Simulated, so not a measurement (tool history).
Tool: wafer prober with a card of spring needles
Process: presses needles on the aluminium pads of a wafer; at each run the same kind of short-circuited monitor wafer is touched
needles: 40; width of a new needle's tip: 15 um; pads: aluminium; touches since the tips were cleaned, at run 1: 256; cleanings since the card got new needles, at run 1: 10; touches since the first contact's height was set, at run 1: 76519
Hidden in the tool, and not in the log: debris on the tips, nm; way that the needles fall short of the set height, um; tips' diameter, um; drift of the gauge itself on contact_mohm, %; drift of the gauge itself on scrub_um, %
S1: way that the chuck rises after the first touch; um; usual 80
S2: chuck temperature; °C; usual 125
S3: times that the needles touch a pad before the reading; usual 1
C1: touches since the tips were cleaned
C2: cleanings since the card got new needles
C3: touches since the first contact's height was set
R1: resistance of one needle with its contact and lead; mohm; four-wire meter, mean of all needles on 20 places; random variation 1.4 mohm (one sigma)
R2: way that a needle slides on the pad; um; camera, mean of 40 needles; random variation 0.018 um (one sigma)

run 1 day=0 | S1=80 S2=125 S3=1 | C1=256 C2=10 C3=76519 | R1=126 R2=20.42
run 2 day=0.288 | S1=80 S2=125 S3=1 | C1=3145 C2=10 C3=79408 | R1=127 R2=20.43
run 3 day=0.521 | S1=80 S2=125 S3=2 | C1=5475 C2=10 C3=81738 | R1=126 R2=20.37
-- day=0.646 tips cleaned on abrasive film
run 4 day=0.704 | S1=80 S2=125 S3=2 | C1=575 C2=11 C3=83525 | R1=125 R2=20.43
run 5 day=1.012 | S1=80 S2=125 S3=2 | C1=3699 C2=11 C3=86649 | R1=123 R2=20.42
-- day=1.308 tips cleaned on abrasive film
run 6 day=1.354 | S1=80 S2=125 S3=2 | C1=444 C2=12 C3=90028 | R1=125 R2=20.38
run 7 day=1.712 | S1=80 S2=125 S3=1 | C1=4022 C2=12 C3=93606 | R1=125 R2=20.44
run 8 day=1.933 | S1=80 S2=125 S3=1 | C1=6270 C2=12 C3=95854 | R1=123 R2=20.43
-- day=1.967 tips cleaned on abrasive film
run 9 day=2.238 | S1=80 S2=125 S3=1 | C1=2712 C2=13 C3=98853 | R1=124 R2=20.42
run 10 day=2.425 | S1=80 S2=125 S3=2 | C1=4607 C2=13 C3=100748 | R1=126 R2=20.41
-- day=2.617 tips cleaned on abrasive film
run 11 day=2.842 | S1=80 S2=51 S3=1 | C1=2251 C2=14 C3=104856 | R1=115 R2=20.41
run 12 day=3.158 | S1=80 S2=51 S3=1 | C1=5443 C2=14 C3=108048 | R1=114 R2=20.41
-- day=3.283 tips cleaned on abrasive film
run 13 day=3.375 | S1=80 S2=51 S3=1 | C1=913 C2=15 C3=110162 | R1=114 R2=20.4
run 14 day=3.729 | S1=80 S2=51 S3=1 | C1=4502 C2=15 C3=113751 | R1=113 R2=20.39
-- day=3.962 tips cleaned on abrasive film
run 15 day=4.129 | S1=80 S2=51 S3=1 | C1=1656 C2=16 C3=117688 | R1=118 R2=20.46
run 16 day=4.362 | S1=77 S2=95 S3=2 | C1=4019 C2=16 C3=120051 | R1=123 R2=19.68
-- day=4.608 tips cleaned on abrasive film
run 17 day=4.612 | S1=74 S2=125 S3=1 | C1=50 C2=17 C3=122527 | R1=125 R2=18.84
run 18 day=4.788 | S1=75 S2=89 S3=1 | C1=1778 C2=17 C3=124255 | R1=121 R2=19.16
run 19 day=5.083 | S1=80 S2=40 S3=2 | C1=4770 C2=17 C3=127247 | R1=114 R2=20.43
-- day=5.221 height of the first contact set anew
-- day=5.283 tips cleaned on abrasive film
run 20 day=5.504 | S1=94 S2=41 S3=2 | C1=2192 C2=18 C3=2788 | R1=114 R2=23.99
run 21 day=5.679 | S1=89 S2=101 S3=1 | C1=3955 C2=18 C3=4551 | R1=122 R2=22.72
-- day=5.95 tips cleaned on abrasive film
run 22 day=5.954 | S1=64 S2=125 S3=2 | C1=32 C2=19 C3=7259 | R1=127 R2=16.33
run 23 day=6.133 | S1=81 S2=125 S3=1 | C1=1835 C2=19 C3=9062 | R1=123 R2=20.68
run 24 day=6.375 | S1=95 S2=125 S3=2 | C1=4258 C2=19 C3=11485 | R1=122 R2=24.26
-- day=6.608 tips cleaned on abrasive film
run 25 day=6.762 | S1=69 S2=117 S3=2 | C1=1566 C2=20 C3=15353 | R1=126 R2=17.62
run 26 day=6.988 | S1=66 S2=44 S3=3 | C1=3822 C2=20 C3=17609 | R1=117 R2=16.84
run 27 day=7.217 | S1=74 S2=42 S3=1 | C1=6125 C2=20 C3=19912 | R1=114 R2=18.89
-- day=7.279 tips cleaned on abrasive film
run 28 day=7.417 | S1=74 S2=42 S3=1 | C1=1358 C2=21 C3=21849 | R1=115 R2=18.88

Forecast each of these 4 alternatives for the next run:
run A day=7.792 | S1=74 S2=42 S3=1 | C1=5157 C2=21 C3=25648 | R1=? R2=?
run B day=7.792 | S1=80 S2=65 S3=1 | C1=5157 C2=21 C3=25648 | R1=? R2=?
run C day=7.792 | S1=81 S2=105 S3=1 | C1=5157 C2=21 C3=25648 | R1=? R2=?
run D day=7.792 | S1=90 S2=41 S3=2 | C1=5157 C2=21 C3=25648 | R1=? R2=?

run=A R1=115 R2=18.9
run=B R1=115 R2=20.42
run=C R1=121 R2=20.67
run=D R1=114 R2=22.98
Without the tool's hidden state the same runs would have given:
run=A R1=114 R2=18.9
run=B R1=115 R2=20.42
run=C R1=121 R2=20.67
run=D R1=114 R2=22.98
